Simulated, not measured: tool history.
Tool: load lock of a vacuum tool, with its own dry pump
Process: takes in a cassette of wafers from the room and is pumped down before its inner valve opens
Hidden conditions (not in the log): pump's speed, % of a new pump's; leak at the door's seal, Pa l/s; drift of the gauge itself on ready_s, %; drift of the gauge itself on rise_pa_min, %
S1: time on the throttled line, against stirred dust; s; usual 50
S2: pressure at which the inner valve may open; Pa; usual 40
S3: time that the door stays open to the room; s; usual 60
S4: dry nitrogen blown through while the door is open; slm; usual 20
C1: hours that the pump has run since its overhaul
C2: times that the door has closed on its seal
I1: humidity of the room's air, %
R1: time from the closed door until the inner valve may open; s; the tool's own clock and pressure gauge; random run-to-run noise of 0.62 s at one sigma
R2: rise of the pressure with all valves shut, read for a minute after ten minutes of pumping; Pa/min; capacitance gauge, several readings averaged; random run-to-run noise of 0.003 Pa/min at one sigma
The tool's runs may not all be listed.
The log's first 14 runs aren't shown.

Run 15, day 44.667: usual settings but S3 143 s; C1 1207; C2 15237; I1 41.5. Result: R1 90.3 s, R2 0.362 Pa/min.
Run 16, day 48.258: usual settings but S3 143 s; C1 1294; C2 15585; I1 43.1. Result: R1 92.2 s, R2 0.378 Pa/min.
Run 17, day 51.554: usual settings but S3 143 s; C1 1373; C2 15904; I1 46.3. Result: R1 91.6 s, R2 0.390 Pa/min.
Run 18, day 53.888: usual settings but S3 143 s; C1 1429; C2 16130; I1 41.9. Result: R1 92.1 s, R2 0.393 Pa/min.
Run 19, day 57.692: usual settings but S1 45 s, S2 35 Pa, S3 182 s, S4 14 slm; C1 1520; C2 16498; I1 47.3. Result: R1 88.9 s, R2 0.415 Pa/min.
Run 20, day 59.921: usual settings but S1 45 s, S2 30 Pa, S3 55 s, S4 14 slm; C1 1574; C2 16714; I1 41.5. Result: R1 90.4 s, R2 0.406 Pa/min.
Run 21, day 63.558: usual settings but S1 45 s, S2 30 Pa, S3 55 s, S4 14 slm; C1 1661; C2 17066; I1 43.4. Result: R1 90.6 s, R2 0.431 Pa/min.
Run 22, day 66.621: usual settings but S1 45 s, S2 30 Pa, S3 55 s, S4 14 slm; C1 1734; C2 17363; I1 43.6. Result: R1 89.9 s, R2 0.421 Pa/min.
Run 23, day 71.038: usual settings but S1 45 s, S2 30 Pa, S3 55 s, S4 15 slm; C1 1840; C2 17790; I1 43.9. Result: R1 88.9 s, R2 0.439 Pa/min.
Run 24, day 73.246: usual settings but S2 50 Pa, S3 172 s; C1 1893; C2 18004; I1 46.3. Result: R1 89.8 s, R2 0.464 Pa/min.
Run 25, day 75.196: usual settings but S1 41 s; C1 1940; C2 18193; I1 45.7. Result: R1 85.9 s, R2 0.458 Pa/min.
Run 26, day 79.029: usual settings but S1 41 s; C1 2032; C2 18564; I1 45.7. Result: R1 85.5 s, R2 0.466 Pa/min.
Run 27, day 82.188: usual settings but S1 32 s, S2 71 Pa, S3 106 s, S4 15 slm; C1 2108; C2 18870; I1 45.2. Result: R1 74.4 s, R2 0.496 Pa/min.
Run 28, day 86.338: usual settings but S1 39 s, S2 43 Pa, S3 57 s, S4 18 slm; C1 2208; C2 19272; I1 44.7. Result: R1 83.2 s, R2 0.494 Pa/min.
Run 29, day 88.683: usual settings but S1 39 s, S2 43 Pa, S3 57 s, S4 18 slm; C1 2264; C2 19499; I1 45.7. Result: R1 83.7 s, R2 0.511 Pa/min.
Run 30, day 92.304: usual settings but S1 39 s, S2 43 Pa, S3 57 s, S4 18 slm; C1 2351; C2 19849; I1 44.6. Result: R1 82.6 s, R2 0.536 Pa/min.
Run 31, day 95.096: usual settings but S1 78 s, S2 50 Pa; C1 2418; C2 20120; I1 43.2. Result: R1 112.0 s, R2 0.544 Pa/min.
Run 32, day 98.912: usual settings but S1 78 s, S2 50 Pa; C1 2509; C2 20489; I1 46.8. Result: R1 111.6 s, R2 0.552 Pa/min.
Run 33, day 102.588: usual settings but S1 30 s, S3 49 s; C1 2598; C2 20845; I1 47.2. Result: R1 78.0 s, R2 0.568 Pa/min.

Run 34 is up next; what results do you expect?
Run 34, day 105.808: usual settings but S3 57 s; C1 2675; C2 21157; I1 45.5. Result: R1 ?, R2 ?.

R1: 92.8 s
R2: 0.591 Pa/min
Had the tool carried no hidden state, the very same run would have given R1 90.8 s, R2 0.020 Pa/min.

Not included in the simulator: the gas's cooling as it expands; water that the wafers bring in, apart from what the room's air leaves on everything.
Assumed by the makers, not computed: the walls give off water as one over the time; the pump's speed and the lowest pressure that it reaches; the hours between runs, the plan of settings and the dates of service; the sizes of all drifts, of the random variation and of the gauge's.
